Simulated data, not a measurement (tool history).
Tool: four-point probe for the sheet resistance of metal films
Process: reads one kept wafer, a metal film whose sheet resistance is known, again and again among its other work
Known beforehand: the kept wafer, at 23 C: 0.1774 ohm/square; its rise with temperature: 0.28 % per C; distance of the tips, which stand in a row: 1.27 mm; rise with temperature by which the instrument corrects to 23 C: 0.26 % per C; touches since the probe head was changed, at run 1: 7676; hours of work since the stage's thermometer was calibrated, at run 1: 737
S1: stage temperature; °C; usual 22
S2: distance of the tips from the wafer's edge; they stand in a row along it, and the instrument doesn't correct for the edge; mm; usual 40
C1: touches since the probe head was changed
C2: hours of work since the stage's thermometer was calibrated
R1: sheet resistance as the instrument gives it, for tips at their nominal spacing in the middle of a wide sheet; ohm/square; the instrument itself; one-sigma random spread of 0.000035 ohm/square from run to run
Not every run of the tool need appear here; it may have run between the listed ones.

run	hour	S1	S2	C1	C2	R1
1	0	22	40	7676	737	0.176937
2	37.7	22	40	9414	767	0.176877
3	56.3	19	40	10271	781	0.17671
4	92.9	20	40	11954	810	0.176827
5	110.3	20	40	12756	823	0.176768
6	144.2	20	40	14317	850	0.176709
7	166.7	20	40	15355	867	0.176672
8	198.1	22	40	16800	892	0.176621
9	216.1	22	40	17627	906	0.17669
10	252.3	22	40	19295	934	0.176552
11	278.7	22	61	20514	954	0.17652
12	302.4	22	7	21601	973	0.179532
13	330.6	22	40	22903	995	0.176475
14	358.3	22	40	24178	1016	0.176462
15	376	22	40	24994	1030	0.176493
16	412.4	22	57	26667	1059	0.17632
17	450.9	22	57	28445	1089	0.17635
18	472.7	30	8	29447	1106	0.178837
19	500.9	35	6	30745	1127	0.180748
20	534.4	35	53	32286	1153	0.176634
21	552.8	35	53	33137	1168	0.176641
22	591.9	21	40	34937	1198	0.176143

Run 23 comes next. What will it give?
23	616.3	21	4	36061	1217	?

For run 23 the tool returned R1 0.185053 ohm/square.
On a tool with no hidden condition, and with the same random variation, this run would have come out at R1 0.186404 ohm/square.
